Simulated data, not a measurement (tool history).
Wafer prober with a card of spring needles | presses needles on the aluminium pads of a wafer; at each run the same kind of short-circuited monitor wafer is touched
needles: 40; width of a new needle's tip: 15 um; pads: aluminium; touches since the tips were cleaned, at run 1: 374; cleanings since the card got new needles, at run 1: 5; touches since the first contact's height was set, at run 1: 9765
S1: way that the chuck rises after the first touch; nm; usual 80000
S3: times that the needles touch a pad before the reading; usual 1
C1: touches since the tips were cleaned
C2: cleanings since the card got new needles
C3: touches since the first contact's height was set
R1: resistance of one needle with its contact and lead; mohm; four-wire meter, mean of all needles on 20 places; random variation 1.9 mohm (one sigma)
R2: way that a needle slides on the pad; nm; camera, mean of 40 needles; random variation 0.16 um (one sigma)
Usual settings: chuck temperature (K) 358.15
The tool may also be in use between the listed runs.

{"run": 1, "hour": 0.0, "S1": 80000, "chuck temperature (K)": 358.15, "S3": 1, "C1": 374, "C2": 5, "C3": 9765, "R1": 206, "R2": 15860}
{"hour": 4.9, "done": "tips cleaned on abrasive film"}
{"hour": 11.1, "done": "tips cleaned on abrasive film"}
{"hour": 17.3, "done": "tips cleaned on abrasive film"}
{"hour": 23.5, "done": "tips cleaned on abrasive film"}
{"run": 2, "hour": 26.3, "S1": 80000, "chuck temperature (K)": 358.15, "S3": 1, "C1": 909, "C2": 9, "C3": 18220, "R1": 216, "R2": 15870}
{"hour": 28.9, "done": "tips cleaned on abrasive film"}
{"hour": 35.1, "done": "tips cleaned on abrasive film"}
{"run": 3, "hour": 39.4, "S1": 80000, "chuck temperature (K)": 358.15, "S3": 1, "C1": 1395, "C2": 11, "C3": 22413, "R1": 224, "R2": 15890}
{"hour": 40.7, "done": "tips cleaned on abrasive film"}
{"hour": 45.8, "done": "tips cleaned on abrasive film"}
{"hour": 52.0, "done": "tips cleaned on abrasive film"}
{"hour": 58.2, "done": "tips cleaned on abrasive film"}
{"run": 4, "hour": 60.1, "S1": 80000, "chuck temperature (K)": 298.15, "S3": 1, "C1": 639, "C2": 15, "C3": 29049, "R1": 201, "R2": 15840}
{"hour": 63.9, "done": "tips cleaned on abrasive film"}
{"hour": 70.2, "done": "tips cleaned on abrasive film"}
{"hour": 75.3, "done": "tips cleaned on abrasive film"}
{"hour": 81.4, "done": "tips cleaned on abrasive film"}
{"run": 5, "hour": 84.3, "S1": 80000, "chuck temperature (K)": 358.15, "S3": 1, "C1": 939, "C2": 19, "C3": 36791, "R1": 216, "R2": 15560}
{"hour": 86.8, "done": "tips cleaned on abrasive film"}
{"hour": 91.9, "done": "tips cleaned on abrasive film"}
{"hour": 98.0, "done": "tips cleaned on abrasive film"}
{"run": 6, "hour": 102.5, "S1": 80000, "chuck temperature (K)": 358.15, "S3": 1, "C1": 1463, "C2": 22, "C3": 42642, "R1": 219, "R2": 15830}
{"hour": 103.8, "done": "tips cleaned on abrasive film"}
{"hour": 110.0, "done": "tips cleaned on abrasive film"}
{"hour": 115.1, "done": "tips cleaned on abrasive film"}
{"run": 7, "hour": 118.7, "S1": 80000, "chuck temperature (K)": 358.15, "S3": 1, "C1": 1168, "C2": 25, "C3": 47812, "R1": 219, "R2": 15880}
{"hour": 121.2, "done": "tips cleaned on abrasive film"}
{"hour": 126.3, "done": "tips cleaned on abrasive film"}
{"hour": 131.6, "done": "tips cleaned on abrasive film"}
{"run": 8, "hour": 131.6, "S1": 80000, "chuck temperature (K)": 358.15, "S3": 1, "C1": 0, "C2": 28, "C3": 51932, "R1": 203, "R2": 15780}
{"hour": 137.9, "done": "tips cleaned on abrasive film"}
{"hour": 144.1, "done": "tips cleaned on abrasive film"}
{"run": 9, "hour": 148.2, "S1": 80000, "chuck temperature (K)": 358.15, "S3": 1, "C1": 1341, "C2": 30, "C3": 57300, "R1": 226, "R2": 15460}
{"hour": 149.6, "done": "tips cleaned on abrasive film"}
{"hour": 155.7, "done": "tips cleaned on abrasive film"}
{"hour": 162.0, "done": "tips cleaned on abrasive film"}
{"hour": 167.1, "done": "tips cleaned on abrasive film"}
{"run": 10, "hour": 167.1, "S1": 80000, "chuck temperature (K)": 358.15, "S3": 1, "C1": 0, "C2": 34, "C3": 63318, "R1": 204, "R2": 15290}
{"hour": 173.2, "done": "tips cleaned on abrasive film"}
{"hour": 179.4, "done": "tips cleaned on abrasive film"}
{"run": 11, "hour": 181.5, "S1": 80000, "chuck temperature (K)": 358.15, "S3": 1, "C1": 659, "C2": 36, "C3": 67936, "R1": 217, "R2": 15460}
{"hour": 185.3, "done": "tips cleaned on abrasive film"}
{"hour": 190.3, "done": "tips cleaned on abrasive film"}
{"hour": 196.4, "done": "tips cleaned on abrasive film"}
{"hour": 202.7, "done": "tips cleaned on abrasive film"}
{"run": 12, "hour": 205.6, "S1": 80000, "chuck temperature (K)": 358.15, "S3": 2, "C1": 943, "C2": 40, "C3": 75674, "R1": 212, "R2": 15620}
{"hour": 208.0, "done": "tips cleaned on abrasive film"}
{"hour": 213.0, "done": "tips cleaned on abrasive film"}
{"hour": 219.2, "done": "tips cleaned on abrasive film"}
{"run": 13, "hour": 221.4, "S1": 80000, "chuck temperature (K)": 332.15, "S3": 1, "C1": 715, "C2": 43, "C3": 80727, "R1": 211, "R2": 15220}
{"hour": 225.2, "done": "tips cleaned on abrasive film"}
{"hour": 230.2, "done": "tips cleaned on abrasive film"}
{"hour": 236.5, "done": "tips cleaned on abrasive film"}
{"hour": 241.5, "done": "tips cleaned on abrasive film"}
{"run": 14, "hour": 246.3, "S1": 80000, "chuck temperature (K)": 332.15, "S3": 1, "C1": 1555, "C2": 47, "C3": 88728, "R1": 222, "R2": 15410}
{"hour": 247.6, "done": "tips cleaned on abrasive film"}
{"hour": 252.7, "done": "tips cleaned on abrasive film"}
{"hour": 259.0, "done": "tips cleaned on abrasive film"}
{"hour": 265.2, "done": "tips cleaned on abrasive film"}
{"hour": 271.3, "done": "tips cleaned on abrasive film"}
{"run": 15, "hour": 272.8, "S1": 71000, "chuck temperature (K)": 339.15, "S3": 2, "C1": 480, "C2": 52, "C3": 97196, "R1": 208, "R2": 13110}
{"hour": 276.6, "done": "tips cleaned on abrasive film"}
{"hour": 282.9, "done": "tips cleaned on abrasive film"}
{"hour": 288.8, "done": "tips cleaned on abrasive film"}
{"hour": 293.8, "done": "tips cleaned on abrasive film"}
{"run": 16, "hour": 295.5, "S1": 78000, "chuck temperature (K)": 365.15, "S3": 1, "C1": 553, "C2": 56, "C3": 104474, "R1": 223, "R2": 14550}
{"hour": 299.3, "done": "tips cleaned on abrasive film"}
{"hour": 305.6, "done": "tips cleaned on abrasive film"}
{"hour": 311.7, "done": "tips cleaned on abrasive film"}
{"run": 17, "hour": 315.5, "S1": 78000, "chuck temperature (K)": 365.15, "S3": 1, "C1": 1220, "C2": 59, "C3": 110890, "R1": 230, "R2": 14660}
{"hour": 318.0, "done": "tips cleaned on abrasive film"}
{"hour": 323.0, "done": "tips cleaned on abrasive film"}
{"hour": 329.3, "done": "tips cleaned on abrasive film"}
{"run": 18, "hour": 332.0, "S1": 78000, "chuck temperature (K)": 346.15, "S3": 2, "C1": 885, "C2": 62, "C3": 116181, "R1": 212, "R2": 14290}
{"hour": 334.6, "done": "tips cleaned on abrasive film"}
{"hour": 340.7, "done": "tips cleaned on abrasive film"}
{"hour": 346.8, "done": "tips cleaned on abrasive film"}
{"run": 19, "hour": 349.5, "S1": 78000, "chuck temperature (K)": 346.15, "S3": 2, "C1": 860, "C2": 65, "C3": 121785, "R1": 213, "R2": 14610}
{"hour": 352.0, "done": "tips cleaned on abrasive film"}
{"hour": 358.0, "done": "tips cleaned on abrasive film"}
{"hour": 364.2, "done": "tips cleaned on abrasive film"}
{"run": 20, "hour": 366.0, "S1": 78000, "chuck temperature (K)": 346.15, "S3": 2, "C1": 608, "C2": 68, "C3": 127092, "R1": 210, "R2": 14260}
{"hour": 369.9, "done": "tips cleaned on abrasive film"}
{"hour": 376.0, "done": "tips cleaned on abrasive film"}
{"run": 21, "hour": 380.6, "S1": 88000, "chuck temperature (K)": 316.15, "S3": 2, "C1": 1493, "C2": 70, "C3": 131768, "R1": 208, "R2": 16490}
{"hour": 381.9, "done": "tips cleaned on abrasive film"}
{"hour": 388.1, "done": "tips cleaned on abrasive film"}
{"hour": 394.4, "done": "tips cleaned on abrasive film"}
{"hour": 399.4, "done": "tips cleaned on abrasive film"}
{"run": 22, "hour": 400.2, "S1": 75000, "chuck temperature (K)": 339.15, "S3": 2, "C1": 274, "C2": 74, "C3": 138048, "R1": 204, "R2": 14060}
{"hour": 405.2, "done": "tips cleaned on abrasive film"}
{"hour": 410.2, "done": "tips cleaned on abrasive film"}
{"hour": 416.3, "done": "tips cleaned on abrasive film"}
{"hour": 422.3, "done": "tips cleaned on abrasive film"}
{"run": 23, "hour": 422.8, "S1": 84000, "chuck temperature (K)": 307.15, "S3": 1, "C1": 166, "C2": 78, "C3": 145263, "R1": 201, "R2": 15150}
{"hour": 427.7, "done": "tips cleaned on abrasive film"}
{"hour": 433.9, "done": "tips cleaned on abrasive film"}
{"hour": 439.9, "done": "tips cleaned on abrasive film"}
{"hour": 446.0, "done": "tips cleaned on abrasive film"}
{"run": 24, "hour": 446.6, "S1": 84000, "chuck temperature (K)": 307.15, "S3": 1, "C1": 189, "C2": 82, "C3": 152900, "R1": 198, "R2": 15630}
{"hour": 451.6, "done": "tips cleaned on abrasive film"}
{"hour": 457.8, "done": "tips cleaned on abrasive film"}
{"hour": 464.0, "done": "tips cleaned on abrasive film"}
{"hour": 470.0, "done": "tips cleaned on abrasive film"}
{"run": 25, "hour": 471.4, "S1": 80000, "chuck temperature (K)": 392.15, "S3": 1, "C1": 460, "C2": 86, "C3": 160875, "R1": 223, "R2": 14460}
{"hour": 475.2, "done": "tips cleaned on abrasive film"}
{"hour": 481.3, "done": "tips cleaned on abrasive film"}
{"hour": 486.4, "done": "tips cleaned on abrasive film"}
{"hour": 492.0, "done": "tips cleaned on abrasive film"}
{"run": 26, "hour": 492.0, "S1": 80000, "chuck temperature (K)": 326.15, "S3": 2, "C1": 0, "C2": 90, "C3": 167444, "R1": 196, "R2": 14370}
{"hour": 498.2, "done": "tips cleaned on abrasive film"}
{"hour": 503.2, "done": "tips cleaned on abrasive film"}
{"run": 27, "hour": 508.0, "S1": 85000, "chuck temperature (K)": 344.15, "S3": 2, "C1": 1565, "C2": 92, "C3": 172605, "R1": 217, "R2": 15380}

3 ways to go on from here, each from the tool as it stands after run 27. What would each give?
{"hour": 509.3, "done": "tips cleaned on abrasive film"}
{"hour": 515.6, "done": "tips cleaned on abrasive film"}
{"hour": 521.9, "done": "tips cleaned on abrasive film"}
{"hour": 527.8, "done": "tips cleaned on abrasive film"}
{"run": "A", "hour": 527.8, "S1": 85000, "chuck temperature (K)": 344.15, "S3": 3, "C1": 0, "C2": 96, "C3": 178934, "R1": "?", "R2": "?"}
{"hour": 509.3, "done": "tips cleaned on abrasive film"}
{"hour": 515.6, "done": "tips cleaned on abrasive film"}
{"hour": 521.9, "done": "tips cleaned on abrasive film"}
{"hour": 527.8, "done": "tips cleaned on abrasive film"}
{"run": "B", "hour": 527.8, "S1": 79000, "chuck temperature (K)": 328.15, "S3": 2, "C1": 0, "C2": 96, "C3": 178934, "R1": "?", "R2": "?"}
{"hour": 509.3, "done": "tips cleaned on abrasive film"}
{"hour": 515.6, "done": "tips cleaned on abrasive film"}
{"hour": 521.9, "done": "tips cleaned on abrasive film"}
{"hour": 527.8, "done": "tips cleaned on abrasive film"}
{"run": "C", "hour": 527.8, "S1": 98000, "chuck temperature (K)": 304.15, "S3": 2, "C1": 0, "C2": 96, "C3": 178934, "R1": "?", "R2": "?"}

run=A R1=202 R2=15620
run=B R1=197 R2=14150
run=C R1=190 R2=17920
Without the tool's hidden state the same runs would have given:
run=A R1=198 R2=17180
run=B R1=191 R2=15680
run=C R1=186 R2=19460
